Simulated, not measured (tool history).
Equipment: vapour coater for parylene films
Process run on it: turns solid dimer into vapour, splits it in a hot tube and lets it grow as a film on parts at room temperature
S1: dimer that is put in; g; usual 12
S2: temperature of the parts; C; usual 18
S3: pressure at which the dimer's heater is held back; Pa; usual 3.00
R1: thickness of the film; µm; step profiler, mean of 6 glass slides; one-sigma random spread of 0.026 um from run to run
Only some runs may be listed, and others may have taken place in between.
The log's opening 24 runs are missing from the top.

| run | day | S1 | S2 | S3 | R1 |
|---|---|---|---|---|---|
| 25 | 40.858 | 17 | 27 | 8.22 | 6.25 |
| 26 | 42.850 | 17 | 14 | 3.70 | 9.61 |
| 27 | 44.333 | 17 | 14 | 3.70 | 9.66 |
|  | 45.600 | gauge calibrated |
| 28 | 46.425 | 13 | 12 | 8.91 | 7.39 |
| 29 | 47.658 | 13 | 12 | 8.91 | 7.41 |
| 30 | 49.508 | 7 | 12 | 6.29 | 4.09 |
| 31 | 50.612 | 7 | 17 | 6.29 | 3.56 |
| 32 | 51.829 | 19 | 11 | 3.84 | 11.88 |
| 33 | 53.758 | 8 | 11 | 3.84 | 5.01 |
| 34 | 55.567 | 11 | 15 | 2.12 | 6.48 |
| 35 | 56.671 | 14 | 20 | 4.03 | 6.74 |
| 36 | 58.375 | 10 | 27 | 8.60 | 3.68 |
|  | 59.496 | trap's valve overhauled |
| 37 | 59.696 | 10 | 27 | 8.60 | 3.71 |
| 38 | 60.925 | 7 | 17 | 2.79 | 3.78 |
| 39 | 62.942 | 16 | 18 | 7.70 | 7.75 |
| 40 | 65.054 | 16 | 18 | 7.70 | 7.70 |
| 41 | 67.238 | 18 | 21 | 3.00 | 8.71 |
| 42 | 68.275 | 7 | 18 | 2.57 | 3.69 |

What will run 43 give?
| 43 | 69.708 | 7 | 12 | 5.39 | ? |

R1: 4.15 µm
Without the tool's hidden state the same run would have given R1 4.21 µm.

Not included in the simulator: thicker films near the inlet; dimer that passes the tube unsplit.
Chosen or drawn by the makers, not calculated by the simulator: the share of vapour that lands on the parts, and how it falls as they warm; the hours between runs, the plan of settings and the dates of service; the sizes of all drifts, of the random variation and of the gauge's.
